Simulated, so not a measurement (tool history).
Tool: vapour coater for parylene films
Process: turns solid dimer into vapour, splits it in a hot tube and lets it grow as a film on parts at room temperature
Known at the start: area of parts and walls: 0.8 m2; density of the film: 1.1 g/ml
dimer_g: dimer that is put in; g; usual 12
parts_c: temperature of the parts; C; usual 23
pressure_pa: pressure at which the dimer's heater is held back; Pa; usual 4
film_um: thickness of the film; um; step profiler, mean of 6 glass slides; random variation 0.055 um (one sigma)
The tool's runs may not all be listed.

run   hour  dimer_g  parts_c  pressure_pa  film_um
  1      0       12       23            4     6.35
  2   10.9       12       23            4     6.39
  3   29.6       12       31            4     4.67
  4   44.5       12       23            4     6.37
  5   67.2       12       23            4     6.27
  6   84.3       12       23            4     6.45
  7   97.9       12       23            4     6.48
  8  123.7       12       24            4     6.16
  9  143.7        8       27         3.39     3.67
 10  154.5        7       27         3.39     3.24
 11  167.8       22       17        11.94    13.41
 12  181.5       22       17        11.94    12.94
 13  200.5       15       19         4.13     9.28
 14  217.9        6       30         5.63     2.34

Forecast each of these 4 alternatives for the next run:
  A  234.9        6       17         5.34        ?
  B  234.9       18       23         2.54        ?
  C  234.9        6       30          2.3        ?
  D  234.9       18       35         6.94        ?

run  film_um
  A     3.88
  B     9.96
  C     2.54
  D     5.67
Without the tool's hidden state the same runs would have given:
run  film_um
  A     3.89
  B     9.99
  C     2.55
  D     5.69
